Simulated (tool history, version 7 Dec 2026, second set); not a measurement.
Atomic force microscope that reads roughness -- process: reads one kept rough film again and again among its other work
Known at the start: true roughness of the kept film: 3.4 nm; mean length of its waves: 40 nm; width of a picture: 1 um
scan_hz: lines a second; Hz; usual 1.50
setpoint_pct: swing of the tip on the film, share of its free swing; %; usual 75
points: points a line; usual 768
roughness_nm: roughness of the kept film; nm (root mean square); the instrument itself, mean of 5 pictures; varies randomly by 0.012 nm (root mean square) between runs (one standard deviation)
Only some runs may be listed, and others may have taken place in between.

run	hour	scan_hz	setpoint_pct	points	roughness_nm
1	0.0	1.50	75	768	2.910
2	21.0	1.50	75	768	2.931
3	57.4	1.50	75	768	2.946
# hour 81.2: new tip fitted
4	89.8	1.50	79	768	2.835
5	135.6	0.67	75	768	3.098
6	159.4	0.67	75	768	3.071
# hour 185.8: new tip fitted
7	185.8	0.67	75	768	3.122
8	229.1	1.50	75	332	2.901
9	254.4	1.50	75	332	2.911
# hour 290.1: new tip fitted
10	291.3	0.66	75	332	3.096
11	322.5	0.66	75	332	3.118
12	363.4	0.66	75	332	3.072
13	391.5	0.66	62	332	3.145
# hour 394.4: new tip fitted
14	432.0	1.50	75	768	2.925
15	476.9	3.56	75	768	2.560
# hour 497.8: new tip fitted
16	508.0	3.56	75	768	2.571
17	531.2	0.67	75	768	3.081
18	564.3	3.99	75	768	2.488
# hour 603.5: new tip fitted
19	609.8	1.77	75	768	2.871
20	637.1	1.77	75	768	2.888
21	678.9	1.50	74	768	2.922
22	698.4	1.23	65	768	3.073
# hour 707.4: new tip fitted
23	728.0	0.88	88	796	2.880
24	771.0	0.88	88	796	2.897
25	793.8	2.02	82	335	2.673
# hour 810.6: new tip fitted
26	817.9	2.57	80	765	2.606
27	846.0	0.64	84	391	3.020
28	867.8	0.97	79	327	2.979
29	895.4	2.91	61	327	2.934
# hour 916.2: new tip fitted
30	930.2	2.91	85	327	2.372
31	957.3	0.78	64	274	3.135
32	999.8	0.78	64	274	3.137
# hour 1019.2: new tip fitted
33	1038.5	0.68	72	578	3.105
34	1084.7	3.81	72	600	2.612
# hour 1121.6: new tip fitted
35	1123.2	3.81	72	600	2.619

Here are 4 independent what-if runs from the current tool condition. What would each one return?
A	1159.2	0.55	75	962	?
B	1159.2	3.81	86	282	?
C	1159.2	3.31	82	342	?
D	1159.2	3.81	59	600	?

run	roughness_nm
A	3.122
B	2.146
C	2.383
D	2.918
The same runs, with their run-to-run variation unchanged, on a tool lacking any hidden condition would have given:
run	roughness_nm
A	3.124
B	2.148
C	2.385
D	2.920
